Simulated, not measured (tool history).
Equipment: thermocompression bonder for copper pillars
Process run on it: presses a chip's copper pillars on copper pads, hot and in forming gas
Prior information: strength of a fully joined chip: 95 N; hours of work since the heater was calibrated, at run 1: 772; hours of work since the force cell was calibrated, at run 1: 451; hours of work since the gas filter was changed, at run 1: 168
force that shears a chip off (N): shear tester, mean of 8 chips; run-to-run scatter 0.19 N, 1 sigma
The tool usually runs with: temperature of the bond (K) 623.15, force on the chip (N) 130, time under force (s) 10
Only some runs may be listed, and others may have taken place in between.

run    hour  temperature of the bond (K)  force on the chip (N)  time under force (s)  hours of work since the heater was calibrated  hours of work since the force cell was calibrated  hours of work since the gas filter was changed  force that shears a chip off (N)
  1       0                       623.15                    130                    10                                            772                                                451                                             168                              46.2
  2    44.6                       623.15                    130                    10                                            799                                                477                                             194                              46.4
  3    69.1                       623.15                    130                    10                                            813                                                492                                             209                              46.1
  4   116.6                       623.15                    130                    10                                            841                                                520                                             237                              46.3
  5     150                       623.15                    130                    10                                            861                                                539                                             256                              46.6
  6     171                       623.15                    115                    10                                            873                                                552                                             269                              41.1
  7     211                       623.15                    115                    10                                            897                                                575                                             293                              41.2
      234.7  -- forming gas filter changed
  8   248.9                       623.15                    130                    25                                            919                                                598                                               8                              64.1
  9   287.1                       623.15                    130                    25                                            942                                                620                                              31                              63.5
 10   320.4                       623.15                    130                    25                                            961                                                640                                              51                              64.1
 11   344.1                       623.15                    130                    25                                            975                                                654                                              65                              63.9
 12   376.3                       623.15                    130                    25                                            994                                                673                                              84                              63.4
      409.9  -- heater calibrated with a thermocouple chip
 13   418.7                       623.15                    130                     9                                              5                                                697                                             108                              44.7
 14   459.5                       641.15                    130                    10                                             29                                                721                                             132                              51.7
 15   501.6                       641.15                    101                    10                                             54                                                746                                             157                              41.5
 16   538.9                       641.15                    101                    10                                             76                                                768                                             179                              41.5
 17   588.1                       641.15                    101                    10                                            105                                                797                                             208                              41.5
 18   628.3                       623.15                    175                     8                                            129                                                821                                             232                              54.8
 19   659.9                       625.15                    117                    16                                            148                                                839                                             250                              49.7
 20   697.9                       611.15                     81                    16                                            170                                                862                                             273                              31.9
 21   731.9                       611.15                     81                    21                                            190                                                882                                             293                              35.7
      751.2  -- forming gas filter changed
 22   758.3                       611.15                     81                    21                                            206                                                897                                               4                              37.1
 23   804.1                       611.15                     81                    21                                            233                                                924                                              31                              37.1
 24   838.8                       611.15                     81                    21                                            253                                                945                                              52                              37.3
 25   872.4                       628.15                    130                     6                                            273                                                965                                              72                              40.5
 26   905.8                       628.15                    130                     6                                            293                                                985                                              91                              40.6
 27     947                       619.15                    130                     7                                            317                                               1009                                             116                              40.6
 28   996.5                       603.15                    179                    22                                            347                                               1038                                             145                              67.8
 29  1034.9                       603.15                    179                    22                                            369                                               1061                                             168                              67.2
 30  1055.9                       638.15                    188                    10                                            382                                               1073                                             180                              67.4
 31  1078.4                       650.15                     99                    19                                            395                                               1087                                             193                              54.6

Estimate the outcome of run 32 from the log above:
 32  1114.9                       632.15                    175                    20                                            417                                               1108                                             215                                 ?

{"run 32": {"force that shears a chip off (N)": 73.5}}
Had the tool carried no hidden state, the very same run would have given force that shears a chip off (N) 72.8.

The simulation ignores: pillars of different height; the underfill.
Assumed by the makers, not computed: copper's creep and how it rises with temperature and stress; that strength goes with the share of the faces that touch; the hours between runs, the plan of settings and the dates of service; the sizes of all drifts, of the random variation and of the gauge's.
